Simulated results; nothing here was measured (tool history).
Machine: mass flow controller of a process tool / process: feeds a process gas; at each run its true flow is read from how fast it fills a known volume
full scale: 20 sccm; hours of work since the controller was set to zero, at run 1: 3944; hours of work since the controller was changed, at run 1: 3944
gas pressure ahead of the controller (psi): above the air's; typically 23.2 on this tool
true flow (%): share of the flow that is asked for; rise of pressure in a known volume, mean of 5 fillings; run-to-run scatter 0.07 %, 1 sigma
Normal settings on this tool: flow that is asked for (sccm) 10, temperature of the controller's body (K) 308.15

run	hour	flow that is asked for (sccm)	gas pressure ahead of the controller (psi)	temperature of the controller's body (K)	hours of work since the controller was set to zero	hours of work since the controller was changed	true flow (%)
1	0.0	10	23.2	308.15	3944	3944	97.18
2	246.3	10	23.2	308.15	4050	4050	97.16
3	405.2	10	34.4	308.15	4118	4118	97.05
4	594.5	10	34.4	308.15	4199	4199	96.98
5	704.2	3	23.2	308.15	4246	4246	92.77
6	885.1	3	23.2	308.15	4323	4323	92.90
7	1091.2	10	23.2	308.15	4412	4412	97.03
8	1268.4	10	23.2	308.15	4487	4487	97.00
9	1469.0	10	23.2	308.15	4573	4573	96.98
10	1614.8	10	23.2	308.15	4636	4636	96.99
11	1725.5	10	23.2	308.15	4683	4683	97.10
12	1887.3	10	23.2	308.15	4753	4753	96.97
13	2089.6	10	23.2	308.15	4839	4839	96.97
14	2285.1	10	23.2	308.15	4923	4923	96.82
15	2439.0	10	22.6	308.15	4989	4989	96.92
16	2678.1	10	22.6	308.15	5091	5091	96.87
17	2869.7	10	22.6	308.15	5174	5174	96.83
18	3081.2	10	22.6	308.15	5264	5264	96.83
19	3323.7	10	22.6	293.15	5368	5368	98.18
20	3443.2	10	23.2	308.15	5419	5419	96.83
21	3641.3	10	23.2	308.15	5504	5504	96.72
22	3789.1	10	23.2	308.15	5567	5567	96.85
23	4032.2	10	23.2	298.15	5672	5672	97.53
24	4261.0	10	23.2	298.15	5770	5770	97.69
25	4385.1	10	23.2	298.15	5823	5823	97.47
26	4530.4	8	39.6	312.15	5885	5885	95.55
27	4687.2	10	23.1	308.15	5952	5952	96.58
28	4818.7	10	23.2	306.15	6009	6009	96.88
29	4956.7	10	23.5	306.15	6068	6068	96.83
30	5123.9	10	23.5	306.15	6139	6139	96.79
31	5370.1	6	22.3	308.15	6245	6245	94.99
32	5531.2	10	23.4	293.15	6314	6314	97.93
33	5769.0	10	23.4	293.15	6416	6416	97.95
34	5965.6	10	23.4	298.15	6500	6500	97.38
35	6115.7	3	38.6	309.15	6564	6564	90.14
36	6222.7	5	31.0	294.15	6610	6610	94.93
37	6382.6	10	26.3	294.15	6679	6679	97.92
38	6505.5	10	26.3	294.15	6731	6731	97.73
39	6691.3	5	23.2	299.15	6811	6811	94.58
40	6846.4	10	23.2	303.15	6877	6877	96.94
41	6977.7	10	23.2	303.15	6934	6934	96.91
42	7138.9	7	24.9	302.15	7003	7003	95.75
43	7376.7	3	28.7	295.15	7105	7105	91.21
44	7518.4	14	37.1	302.15	7165	7165	97.86
45	7696.6	13	37.1	294.15	7242	7242	98.43
46	7803.9	13	37.1	294.15	7288	7288	98.28
47	7913.0	19	25.8	298.15	7334	7334	99.22
48	8057.3	18	20.3	293.15	7396	7396	99.37

Here are 4 independent what-if runs from the current tool condition. What would each one return?
A	8211.3	13	23.2	302.15	7462	7462	?
B	8211.3	3	23.2	308.15	7462	7462	?
C	8211.3	2	32.6	299.15	7462	7462	?
D	8211.3	10	35.5	297.15	7462	7462	?

run	true flow (%)
A	97.72
B	89.56
C	85.85
D	97.24
Take away the tool's hidden state, keep each run's random variation, and the runs would have read:
run	true flow (%)
A	99.04
B	97.62
C	98.29
D	99.17

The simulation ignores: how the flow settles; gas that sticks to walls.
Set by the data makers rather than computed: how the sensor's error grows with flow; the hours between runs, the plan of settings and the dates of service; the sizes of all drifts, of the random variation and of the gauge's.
